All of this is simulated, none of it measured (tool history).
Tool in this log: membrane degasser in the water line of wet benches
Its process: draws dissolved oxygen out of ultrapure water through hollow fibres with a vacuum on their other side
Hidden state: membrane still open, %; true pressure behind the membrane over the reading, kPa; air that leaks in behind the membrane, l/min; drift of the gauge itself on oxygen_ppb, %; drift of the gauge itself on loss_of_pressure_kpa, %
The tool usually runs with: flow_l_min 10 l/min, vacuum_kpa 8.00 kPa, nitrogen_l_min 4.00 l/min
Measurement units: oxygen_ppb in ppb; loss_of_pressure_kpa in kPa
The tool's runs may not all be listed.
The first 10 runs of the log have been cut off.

run	day	flow_l_min	vacuum_kpa	nitrogen_l_min	hours since the membrane was changed	hours since the vacuum gauge was calibrated	hours since the vacuum lines were made tight	oxygen_ppb	loss_of_pressure_kpa
# day 82.729: vacuum gauge calibrated
11	89.725	10	8.00	4.00	13064	168	11668	32.0	54.25
12	102.221	10	8.00	4.00	13364	468	11968	32.5	54.07
# day 105.846: seals of the vacuum lines changed
13	110.567	10	8.00	4.00	13562	666	113	32.0	54.11
14	117.133	10	8.00	4.00	13720	824	271	31.8	54.62
15	126.367	10	8.00	4.00	13941	1045	492	31.8	54.40
16	132.796	10	8.00	4.00	14095	1200	647	32.0	54.27
17	144.050	14	8.00	4.00	14365	1470	917	59.0	76.20
18	149.308	9	10.18	8.85	14492	1596	1043	18.2	48.75
19	155.454	9	5.29	6.34	14639	1743	1191	8.3	49.74
20	160.767	12	9.99	1.74	14767	1871	1318	119.1	65.75
21	167.642	15	12.01	4.00	14932	2036	1483	107.4	81.84
22	179.417	15	12.01	4.00	15214	2319	1766	105.6	82.47
23	191.692	13	12.01	2.99	15509	2613	2060	103.2	70.91
24	200.188	13	12.01	2.99	15713	2817	2264	105.6	71.40
25	205.612	13	12.01	2.99	15843	2947	2394	101.6	71.64
# day 212.075: gauge calibrated
26	212.358	11	8.41	4.00	16005	3109	2556	40.5	59.03
27	222.596	11	8.41	4.00	16251	3355	2802	39.0	58.82
28	234.775	11	10.44	4.00	16543	3647	3094	54.4	59.01
29	241.592	10	5.24	4.00	16707	3811	3258	14.5	53.51
30	247.679	10	5.24	4.00	16853	3957	3404	14.7	53.83
31	258.225	10	6.01	4.00	17106	4210	3657	18.9	53.82

What if the next run were any one of these 3? Each begins from the tool's condition after run 31:
A	264.842	10	8.00	3.25	17264	4369	3816	?	?
B	264.842	13	6.47	4.00	17264	4369	3816	?	?
C	264.842	8	7.35	2.46	17264	4369	3816	?	?

run	oxygen_ppb	loss_of_pressure_kpa
A	38.9	54.04
B	38.2	70.25
C	33.3	43.02
Without the tool's hidden state the same runs would have given:
run	oxygen_ppb	loss_of_pressure_kpa
A	38.8	53.58
B	38.0	69.66
C	33.3	42.66
